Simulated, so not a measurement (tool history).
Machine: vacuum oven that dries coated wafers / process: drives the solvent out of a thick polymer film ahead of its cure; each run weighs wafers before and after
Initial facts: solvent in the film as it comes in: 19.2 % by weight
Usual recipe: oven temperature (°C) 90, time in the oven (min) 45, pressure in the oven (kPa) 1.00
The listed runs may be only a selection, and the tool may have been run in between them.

run    hour  oven temperature (°C)  time in the oven (min)  pressure in the oven (kPa)  solvent left in the film (%)
  1     0.0                     90                      45                        1.00                          5.74
  2    42.9                     90                      45                        1.31                          6.06
  3    83.6                     90                      67                        1.31                          4.32
  4   109.9                     76                      67                        1.31                          9.89
  5   147.9                     90                      45                        1.00                          5.63
  6   191.6                     90                      45                        1.00                          5.73
  7   226.9                     90                      45                        1.00                          5.78
  8   248.1                     90                      76                        1.00                          3.40
  9   284.4                     90                      45                        1.00                          5.77
 10   307.8                     90                      45                        1.00                          5.75
 11   350.3                     90                      55                        1.00                          4.85
 12   391.0                     90                      45                        1.00                          5.97
 13   421.1                     90                      45                        1.00                          5.95
 14   452.6                     90                      45                        1.00                          5.87
 15   494.9                     90                      44                        1.00                          6.04
 16   522.6                     90                      44                        1.00                          6.07
 17   556.6                     90                      44                        1.00                          5.88
 18   590.3                     90                      44                        1.00                          6.12
 19   629.9                     99                      59                        1.65                          2.69
 20   662.4                     85                      45                        3.06                         10.31
 21   693.6                     85                      45                        3.06                         10.34
 22   727.7                    102                      59                        3.13                          3.48
 23   763.5                    102                      59                        3.13                          3.60
 24   798.1                    100                      23                        2.70                          6.96
      802.8  -- vacuum gauge cleaned of residue and calibrated
 25   826.6                     82                      25                        1.00                         12.06
 26   852.0                     90                      45                        1.38                          6.57
 27   873.7                     90                      45                        1.38                          6.64
 28   917.4                     90                      45                        1.38                          6.78
 29   953.9                     91                      42                        0.69                          5.83
      978.0  -- vacuum gauge cleaned of residue and calibrated, once more
 30   983.2                     91                      42                        0.69                          5.55
 31  1014.5                     91                      42                        0.69                          5.38
 32  1046.6                    103                      45                        0.61                          1.44
 33  1077.4                    103                      45                        0.61                          1.48
 34  1109.6                    103                      51                        1.06                          1.57
 35  1148.5                    103                      51                        1.06                          1.52

Here are 4 independent what-if runs from the current tool condition. What would each one return?
  A  1188.4                    103                      51                        1.97                             ?
  B  1188.4                     86                      68                        2.93                             ?
  C  1188.4                     85                      45                        1.33                             ?
  D  1188.4                    103                      57                        3.81                             ?

run  solvent left in the film (%)
  A                          2.39
  B                          7.89
  C                          8.21
  D                          3.65
With the hidden condition removed and each run's random variation left untouched, the same runs would have given:
run  solvent left in the film (%)
  A                          2.03
  B                          7.01
  C                          7.38
  D                          3.25
